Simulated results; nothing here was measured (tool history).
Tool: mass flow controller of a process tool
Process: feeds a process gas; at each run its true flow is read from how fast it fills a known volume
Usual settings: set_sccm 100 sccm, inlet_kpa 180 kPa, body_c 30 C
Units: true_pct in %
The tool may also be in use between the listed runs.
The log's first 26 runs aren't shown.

run    hour  set_sccm  inlet_kpa  body_c  true_pct
 27  2731.5        42        180      30     95.72
 28  2802.5        23        218      21     95.91
 29  2877.4       100        149      22     94.64
 30  2998.7       100        149      22     94.45
 31  3081.9       100        183      38     96.50
 32  3174.3        78        186      38     96.28
 33  3275.6        35        246      30     95.95
 34  3367.6        52        246      22     94.71
     3474.8  -- controller exchanged for a calibrated one
 35  3509.7        65        180      30     97.85
 36  3631.7        65        180      30     97.69

Run 37 comes next. What will it give?
 37  3737.2       123        238      37         ?

Run 37 gave true_pct 99.90 %.
Without the tool's hidden state the same run would have given true_pct 100.31 %.

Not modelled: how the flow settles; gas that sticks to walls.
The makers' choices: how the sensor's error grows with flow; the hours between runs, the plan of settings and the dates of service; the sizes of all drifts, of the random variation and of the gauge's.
